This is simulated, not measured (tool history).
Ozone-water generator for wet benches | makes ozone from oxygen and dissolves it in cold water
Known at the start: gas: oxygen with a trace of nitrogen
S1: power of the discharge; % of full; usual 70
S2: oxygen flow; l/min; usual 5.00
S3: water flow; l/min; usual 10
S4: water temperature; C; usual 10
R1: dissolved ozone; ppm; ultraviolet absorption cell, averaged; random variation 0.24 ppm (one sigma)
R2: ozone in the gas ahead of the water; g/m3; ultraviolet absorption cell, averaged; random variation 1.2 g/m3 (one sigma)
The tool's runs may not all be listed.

run	hour	S1	S2	S3	S4	R1	R2
1	0.0	70	5.00	10	10	33.8	223.4
2	19.6	70	5.00	10	10	33.6	221.0
3	51.9	70	5.00	10	10	34.4	223.5
4	88.5	70	5.00	10	10	33.8	220.9
5	113.2	70	5.00	10	10	33.6	223.6
6	143.7	70	5.00	10	10	33.9	223.0
7	171.7	70	5.00	10	10	33.6	221.3
8	198.7	70	5.00	11	10	31.7	223.2
9	244.0	70	5.00	11	10	31.4	222.4
10	291.3	70	5.00	9	10	36.2	220.6
11	330.1	70	5.00	10	10	33.6	221.1
12	374.1	70	5.00	10	10	33.4	220.9
13	409.4	70	5.00	10	10	33.5	219.6
14	442.8	70	5.00	10	10	33.7	218.9
15	472.7	70	5.00	10	10	33.9	219.8
16	516.9	83	5.00	10	10	39.4	257.2
17	539.6	83	5.00	10	10	39.1	259.0
18	560.1	83	5.00	10	10	39.3	257.5
19	600.5	95	7.71	13	8	38.7	240.0
20	627.0	95	7.71	13	8	38.4	239.0
21	672.5	86	6.53	7	18	40.0	235.9
22	692.7	97	6.53	8	18	42.1	263.6
23	717.2	97	6.53	8	18	42.0	264.1
24	747.3	60	5.00	10	10	29.0	191.7
25	774.8	46	3.38	10	7	23.1	176.9
26	797.6	46	3.38	10	7	23.3	177.6
27	821.3	99	5.00	12	6	42.9	302.1
28	854.4	70	6.15	12	10	29.8	201.0
29	889.6	60	5.74	12	16	22.9	179.9

The same runs without the tool's hidden state, with the same run-to-run variation:
The hidden state here: yield of the discharge, % of new electrodes'; contactor's efficiency, % of a clean one's; true water temperature over the reading, C; drift of the gauge itself on ozone_ppm, %; drift of the gauge itself on gas_g_m3, %.
run	R1	R2
1	36.2	224.2
2	36.0	221.8
3	36.9	224.5
4	36.3	222.1
5	36.1	224.8
6	36.4	224.4
7	36.2	222.7
8	34.2	224.7
9	33.9	224.0
10	39.0	222.5
11	36.3	223.1
12	36.1	223.0
13	36.3	221.8
14	36.6	221.2
15	36.8	222.2
16	42.9	260.7
17	42.5	262.6
18	42.8	261.2
19	42.5	244.0
20	42.1	243.1
21	43.4	239.9
22	46.0	268.6
23	45.9	269.2
24	31.6	194.2
25	25.1	178.6
26	25.3	179.4
27	47.4	308.7
28	32.7	204.4
29	25.2	182.6

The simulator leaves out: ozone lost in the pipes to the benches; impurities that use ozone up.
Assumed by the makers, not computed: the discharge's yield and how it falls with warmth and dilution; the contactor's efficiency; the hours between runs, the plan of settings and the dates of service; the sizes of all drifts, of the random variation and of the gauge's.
